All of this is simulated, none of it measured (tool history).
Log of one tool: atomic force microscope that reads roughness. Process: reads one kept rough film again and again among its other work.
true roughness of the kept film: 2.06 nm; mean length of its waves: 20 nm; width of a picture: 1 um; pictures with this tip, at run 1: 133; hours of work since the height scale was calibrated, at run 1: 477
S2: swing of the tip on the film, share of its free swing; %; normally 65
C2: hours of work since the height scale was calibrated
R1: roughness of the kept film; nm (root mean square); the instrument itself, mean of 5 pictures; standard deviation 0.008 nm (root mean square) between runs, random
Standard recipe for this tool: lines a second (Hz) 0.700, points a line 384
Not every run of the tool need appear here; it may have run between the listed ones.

Run 1, day 0.000: usual settings; pictures with this tip 133; C2 477. Result: R1 1.364 nm (root mean square).
Run 2, day 0.392: usual settings; pictures with this tip 149; C2 484. Result: R1 1.348 nm (root mean square).
Run 3, day 0.708: usual settings; pictures with this tip 161; C2 490. Result: R1 1.311 nm (root mean square).
Run 4, day 1.158: usual settings but points a line 281; pictures with this tip 179; C2 498. Result: R1 1.268 nm (root mean square).
Run 5, day 1.596: usual settings but points a line 281; pictures with this tip 197; C2 506. Result: R1 1.219 nm (root mean square).
At day 2.017: new tip fitted.
Run 6, day 2.204: usual settings but points a line 281; pictures with this tip 7; C2 517. Result: R1 1.671 nm (root mean square).
Run 7, day 2.592: usual settings but lines a second (Hz) 0.792; pictures with this tip 22; C2 524. Result: R1 1.621 nm (root mean square).
Run 8, day 3.158: usual settings but lines a second (Hz) 0.792; pictures with this tip 45; C2 534. Result: R1 1.571 nm (root mean square).
Run 9, day 3.767: usual settings but lines a second (Hz) 0.792, points a line 693; pictures with this tip 69; C2 545. Result: R1 1.522 nm (root mean square).
Run 10, day 4.371: usual settings but points a line 569; pictures with this tip 93; C2 556. Result: R1 1.458 nm (root mean square).
Run 11, day 5.008: usual settings but points a line 569; pictures with this tip 118; C2 568. Result: R1 1.401 nm (root mean square).
Run 12, day 5.404: usual settings but points a line 569; pictures with this tip 134; C2 575. Result: R1 1.365 nm (root mean square).
Run 13, day 5.767: usual settings but lines a second (Hz) 0.685; pictures with this tip 149; C2 582. Result: R1 1.321 nm (root mean square).
Run 14, day 6.458: usual settings but S2 83 %; pictures with this tip 176; C2 594. Result: R1 1.218 nm (root mean square).
Run 15, day 6.812: usual settings; pictures with this tip 190; C2 600. Result: R1 1.229 nm (root mean square).
Run 16, day 7.233: usual settings but lines a second (Hz) 1.150; pictures with this tip 207; C2 608. Result: R1 1.190 nm (root mean square).
At day 7.383: new tip fitted.
Run 17, day 7.633: usual settings but lines a second (Hz) 1.150; pictures with this tip 10; C2 615. Result: R1 1.672 nm (root mean square).
Run 18, day 8.112: usual settings; pictures with this tip 29; C2 624. Result: R1 1.640 nm (root mean square).
Run 19, day 8.567: usual settings; pictures with this tip 47; C2 632. Result: R1 1.588 nm (root mean square).
Run 20, day 8.867: usual settings; pictures with this tip 59; C2 637. Result: R1 1.540 nm (root mean square).
Run 21, day 9.312: usual settings; pictures with this tip 76; C2 646. Result: R1 1.498 nm (root mean square).
Run 22, day 9.708: usual settings; pictures with this tip 92; C2 653. Result: R1 1.458 nm (root mean square).
Run 23, day 10.383: usual settings but points a line 476; pictures with this tip 119; C2 665. Result: R1 1.402 nm (root mean square).
Run 24, day 10.925: usual settings but lines a second (Hz) 1.427; pictures with this tip 141; C2 675. Result: R1 1.313 nm (root mean square).
Run 25, day 11.262: usual settings but S2 84 %; pictures with this tip 154; C2 681. Result: R1 1.283 nm (root mean square).
Run 26, day 11.758: usual settings but lines a second (Hz) 0.755, S2 69 %, points a line 475; pictures with this tip 174; C2 690. Result: R1 1.262 nm (root mean square).
Run 27, day 12.079: usual settings but lines a second (Hz) 1.203, S2 78 %, points a line 329; pictures with this tip 186; C2 696. Result: R1 1.185 nm (root mean square).
Run 28, day 12.517: usual settings but lines a second (Hz) 1.203, S2 76 %, points a line 329; pictures with this tip 204; C2 704. Result: R1 1.169 nm (root mean square).
At day 12.746: new tip fitted.
Run 29, day 12.900: usual settings but lines a second (Hz) 1.203, S2 76 %, points a line 329; pictures with this tip 6; C2 710. Result: R1 1.632 nm (root mean square).
Run 30, day 13.317: usual settings but lines a second (Hz) 1.203, S2 76 %, points a line 329; pictures with this tip 23; C2 718. Result: R1 1.582 nm (root mean square).
Run 31, day 13.662: usual settings but lines a second (Hz) 0.504, S2 70 %, points a line 329; pictures with this tip 36; C2 724. Result: R1 1.590 nm (root mean square).
Run 32, day 14.325: usual settings but lines a second (Hz) 0.586, S2 63 %, points a line 352; pictures with this tip 63; C2 736. Result: R1 1.544 nm (root mean square).
Run 33, day 14.796: usual settings but lines a second (Hz) 1.372, S2 63 %, points a line 408; pictures with this tip 81; C2 745. Result: R1 1.454 nm (root mean square).
Run 34, day 15.425: usual settings but lines a second (Hz) 0.555, S2 76 %, points a line 408; pictures with this tip 106; C2 756. Result: R1 1.398 nm (root mean square).
Run 35, day 16.071: usual settings but S2 55 %, points a line 640; pictures with this tip 132; C2 768. Result: R1 1.381 nm (root mean square).

Run 36 has not been measured yet. What should we expect?
Run 36, day 16.675: usual settings but S2 55 %, points a line 640; pictures with this tip 156; C2 779. Result: R1 ?.

R1: 1.319 nm (root mean square)
The same run, on a tool lacking any hidden state, would have yielded R1 1.771 nm (root mean square).

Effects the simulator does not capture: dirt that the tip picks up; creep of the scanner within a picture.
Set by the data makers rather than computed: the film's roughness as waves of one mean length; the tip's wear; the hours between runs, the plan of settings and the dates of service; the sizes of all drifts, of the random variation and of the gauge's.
